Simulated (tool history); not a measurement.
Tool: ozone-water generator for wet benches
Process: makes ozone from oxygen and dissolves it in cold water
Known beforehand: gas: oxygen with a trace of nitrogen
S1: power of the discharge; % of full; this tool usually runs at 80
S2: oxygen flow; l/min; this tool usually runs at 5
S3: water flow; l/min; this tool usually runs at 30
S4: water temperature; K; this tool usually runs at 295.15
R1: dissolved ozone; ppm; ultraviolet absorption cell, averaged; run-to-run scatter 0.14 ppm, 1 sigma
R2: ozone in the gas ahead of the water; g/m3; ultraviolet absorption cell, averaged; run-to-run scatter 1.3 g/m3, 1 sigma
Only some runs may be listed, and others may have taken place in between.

Run 1, hour 0: usual settings. Result: R1 13.1 ppm, R2 231 g/m3.
Run 2, hour 97: usual settings. Result: R1 13.3 ppm, R2 231.9 g/m3.
Run 3, hour 173.5: usual settings. Result: R1 13.2 ppm, R2 230.3 g/m3.
Run 4, hour 256.5: usual settings but S3 18 l/min. Result: R1 20.7 ppm, R2 231.1 g/m3.
Run 5, hour 326.1: usual settings but S3 18 l/min. Result: R1 20.2 ppm, R2 232.2 g/m3.
Run 6, hour 415.1: usual settings but S3 18 l/min. Result: R1 20.5 ppm, R2 226.8 g/m3.
Run 7, hour 476.7: usual settings but S3 18 l/min. Result: R1 20.4 ppm, R2 228.2 g/m3.
Run 8, hour 520.3: usual settings but S2 3.27 l/min. Result: R1 12.1 ppm, R2 288.3 g/m3.
Run 9, hour 598.1: usual settings but S2 3.27 l/min, S3 25 l/min. Result: R1 14.6 ppm, R2 285.9 g/m3.
Run 10, hour 642.1: usual settings but S2 3.27 l/min, S3 25 l/min. Result: R1 14.7 ppm, R2 286 g/m3.
Run 11, hour 698.4: usual settings but S2 3.27 l/min, S3 25 l/min. Result: R1 14.6 ppm, R2 286.5 g/m3.
Run 12, hour 802.3: usual settings but S2 3.27 l/min, S3 25 l/min. Result: R1 14.5 ppm, R2 284.4 g/m3.
Run 13, hour 855.4: usual settings but S3 33 l/min. Result: R1 12 ppm, R2 228.4 g/m3.
Run 14, hour 943.7: usual settings but S3 33 l/min. Result: R1 11.7 ppm, R2 227.4 g/m3.
Run 15, hour 1021.4: usual settings but S4 300.15 K. Result: R1 12.2 ppm, R2 227.1 g/m3.
Run 16, hour 1128.2: usual settings but S3 42 l/min. Result: R1 9.2 ppm, R2 228.1 g/m3.
Run 17, hour 1186.1: usual settings but S1 72 % of full, S3 23 l/min, S4 288.15 K. Result: R1 16.6 ppm, R2 213.8 g/m3.
Run 18, hour 1231.8: usual settings but S1 92 % of full, S3 26 l/min, S4 288.15 K. Result: R1 17.2 ppm, R2 244.1 g/m3.
Run 19, hour 1314.8: usual settings but S1 92 % of full, S3 26 l/min, S4 289.15 K. Result: R1 16.6 ppm, R2 243.8 g/m3.
Run 20, hour 1394.4: usual settings but S2 4.43 l/min, S3 40 l/min. Result: R1 9.1 ppm, R2 239.2 g/m3.
Run 21, hour 1469.4: usual settings but S2 4.43 l/min, S3 40 l/min. Result: R1 9.4 ppm, R2 240.5 g/m3.
Run 22, hour 1524.3: usual settings but S1 60 % of full, S2 2.84 l/min, S3 40 l/min. Result: R1 7.2 ppm, R2 261.2 g/m3.
Run 23, hour 1630.7: usual settings but S1 52 % of full, S2 2.75 l/min, S3 40 l/min. Result: R1 6.5 ppm, R2 244.4 g/m3.
Run 24, hour 1721.9: usual settings but S2 2.88 l/min, S3 36 l/min, S4 301.15 K. Result: R1 9 ppm, R2 298.6 g/m3.
Run 25, hour 1781.4: usual settings but S2 2.88 l/min, S3 36 l/min, S4 294.15 K. Result: R1 9.4 ppm, R2 300.5 g/m3.
Run 26, hour 1851.3: usual settings but S2 5.38 l/min, S4 290.15 K. Result: R1 13.4 ppm, R2 217.9 g/m3.
Run 27, hour 1939.6: usual settings but S2 3.32 l/min, S3 22 l/min, S4 290.15 K. Result: R1 16.9 ppm, R2 276.2 g/m3.
Run 28, hour 1991.6: usual settings but S2 3.32 l/min, S3 22 l/min, S4 290.15 K. Result: R1 17 ppm, R2 274.8 g/m3.
Run 29, hour 2071.6: usual settings but S1 74 % of full, S2 6.79 l/min, S3 31 l/min, S4 290.15 K. Result: R1 12.7 ppm, R2 184.4 g/m3.
Run 30, hour 2166.6: usual settings but S1 74 % of full, S2 6.79 l/min, S3 31 l/min, S4 290.15 K. Result: R1 12.5 ppm, R2 185 g/m3.
Run 31, hour 2225.7: usual settings but S1 95 % of full, S2 6.79 l/min, S3 31 l/min, S4 290.15 K. Result: R1 14.2 ppm, R2 206.1 g/m3.
Run 32, hour 2272.3: usual settings but S1 95 % of full, S2 6.79 l/min, S3 31 l/min, S4 290.15 K. Result: R1 14.3 ppm, R2 207.4 g/m3.

Forecast each of these 3 alternatives for the next run:
Run A, hour 2360.1: usual settings but S3 24 l/min. Result: R1 ?, R2 ?.
Run B, hour 2360.1: usual settings but S1 95 % of full, S2 3.19 l/min, S3 31 l/min, S4 290.15 K. Result: R1 ?, R2 ?.
Run C, hour 2360.1: usual settings but S1 65 % of full, S2 6.79 l/min, S3 20 l/min, S4 290.15 K. Result: R1 ?, R2 ?.

run    R1     R2
  A  15.2  221.5
  B  12.4  308.5
  C  17.3  171.5
The same runs, with their run-to-run variation unchanged, on a tool lacking any hidden condition would have given:
run    R1     R2
  A  18.6  241.7
  B  15.5  339.1
  C  20.9  185.4
